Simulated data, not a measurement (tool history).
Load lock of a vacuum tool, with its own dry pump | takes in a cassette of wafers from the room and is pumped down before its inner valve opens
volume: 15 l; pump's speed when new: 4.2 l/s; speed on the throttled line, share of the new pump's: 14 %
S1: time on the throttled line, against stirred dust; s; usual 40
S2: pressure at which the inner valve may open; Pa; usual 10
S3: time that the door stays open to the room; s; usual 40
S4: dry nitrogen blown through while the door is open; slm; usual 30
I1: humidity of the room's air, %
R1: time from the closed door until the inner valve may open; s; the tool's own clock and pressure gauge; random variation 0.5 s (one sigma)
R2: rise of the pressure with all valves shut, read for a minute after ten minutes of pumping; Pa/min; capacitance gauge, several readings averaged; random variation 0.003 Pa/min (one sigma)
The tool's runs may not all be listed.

run 1 hour=0 | S1=40 S2=10 S3=40 S4=30 | I1=42.8 | R1=69.9 R2=0.048
run 2 hour=117.8 | S1=40 S2=10 S3=40 S4=30 | I1=46 | R1=70.6 R2=0.055
run 3 hour=273 | S1=69 S2=10 S3=40 S4=30 | I1=43.9 | R1=95.3 R2=0.052
run 4 hour=552 | S1=69 S2=10 S3=40 S4=30 | I1=44.1 | R1=95.7 R2=0.059
run 5 hour=675 | S1=69 S2=10 S3=40 S4=30 | I1=47.2 | R1=95.1 R2=0.058
run 6 hour=797.1 | S1=69 S2=10 S3=40 S4=30 | I1=46 | R1=94.9 R2=0.066
run 7 hour=940.2 | S1=69 S2=10 S3=40 S4=30 | I1=44.9 | R1=94.5 R2=0.069
run 8 hour=1228 | S1=40 S2=10 S3=40 S4=30 | I1=45.1 | R1=70.9 R2=0.068
run 9 hour=1359.9 | S1=40 S2=10 S3=40 S4=30 | I1=44.6 | R1=71 R2=0.068
run 10 hour=1597.1 | S1=51 S2=10 S3=40 S4=30 | I1=47.1 | R1=80.5 R2=0.068
run 11 hour=1808.7 | S1=52 S2=10 S3=40 S4=30 | I1=43.6 | R1=81 R2=0.068
run 12 hour=2062.3 | S1=52 S2=15 S3=40 S4=30 | I1=45.3 | R1=80.4 R2=0.079
run 13 hour=2268.4 | S1=52 S2=15 S3=40 S4=12 | I1=45.8 | R1=79.6 R2=0.105
run 14 hour=2546.9 | S1=52 S2=15 S3=40 S4=12 | I1=45 | R1=79.9 R2=0.099
run 15 hour=2687.3 | S1=52 S2=15 S3=40 S4=35 | I1=43.5 | R1=80.3 R2=0.086
run 16 hour=2822.8 | S1=52 S2=15 S3=40 S4=35 | I1=47.9 | R1=79.4 R2=0.094
run 17 hour=3038.3 | S1=40 S2=10 S3=40 S4=30 | I1=46 | R1=72.7 R2=0.094
run 18 hour=3315 | S1=40 S2=10 S3=40 S4=6 | I1=43.9 | R1=72.1 R2=0.13
run 19 hour=3490.6 | S1=40 S2=10 S3=40 S4=6 | I1=47.2 | R1=71.7 R2=0.13
run 20 hour=3609.4 | S1=53 S2=8 S3=40 S4=11 | I1=46.3 | R1=84.8 R2=0.13
run 21 hour=3839.6 | S1=50 S2=15 S3=187 S4=36 | I1=43.1 | R1=79.2 R2=0.145
run 22 hour=4119.6 | S1=40 S2=16 S3=149 S4=30 | I1=45.5 | R1=70.4 R2=0.15
run 23 hour=4318.1 | S1=40 S2=10 S3=149 S4=30 | I1=44.9 | R1=72.1 R2=0.15
run 24 hour=4499.1 | S1=40 S2=10 S3=149 S4=30 | I1=39.8 | R1=73.8 R2=0.151
run 25 hour=4653.1 | S1=67 S2=10 S3=149 S4=6 | I1=44.9 | R1=95.2 R2=0.238
run 26 hour=4931.1 | S1=67 S2=10 S3=87 S4=18 | I1=45.6 | R1=95.2 R2=0.161
run 27 hour=5174.1 | S1=62 S2=8 S3=40 S4=30 | I1=44.5 | R1=92.1 R2=0.129
run 28 hour=5372.2 | S1=40 S2=10 S3=102 S4=30 | I1=46.7 | R1=72.4 R2=0.156
run 29 hour=5565.3 | S1=47 S2=10 S3=120 S4=28 | I1=45.5 | R1=78.4 R2=0.172
run 30 hour=5799.1 | S1=47 S2=10 S3=120 S4=28 | I1=47.2 | R1=79.7 R2=0.177
run 31 hour=5941 | S1=23 S2=9 S3=136 S4=28 | I1=43.8 | R1=60.7 R2=0.175
run 32 hour=6165.2 | S1=23 S2=9 S3=136 S4=28 | I1=47.7 | R1=59.8 R2=0.188
run 33 hour=6347.7 | S1=34 S2=12 S3=56 S4=4 | I1=43.5 | R1=68.3 R2=0.202
run 34 hour=6470.2 | S1=40 S2=14 S3=68 S4=16 | I1=44.6 | R1=72.1 R2=0.185
run 35 hour=6722.7 | S1=70 S2=8 S3=68 S4=16 | I1=43.1 | R1=100.2 R2=0.19
run 36 hour=6974.3 | S1=35 S2=9 S3=85 S4=6 | I1=46.6 | R1=71.4 R2=0.238

3 ways to go on from here, each from the tool as it stands after run 36. What would each give?
run A hour=7152.7 | S1=61 S2=17 S3=85 S4=6 | I1=44.3 | R1=? R2=?
run B hour=7152.7 | S1=40 S2=11 S3=85 S4=40 | I1=44.9 | R1=? R2=?
run C hour=7152.7 | S1=55 S2=10 S3=40 S4=30 | I1=43.3 | R1=? R2=?

run=A R1=88.1 R2=0.24
run=B R1=74.1 R2=0.186
run=C R1=85.5 R2=0.171
Without the tool's hidden state the same runs would have given:
run=A R1=82.6 R2=0.101
run=B R1=67.4 R2=0.042
run=C R1=79.3 R2=0.028
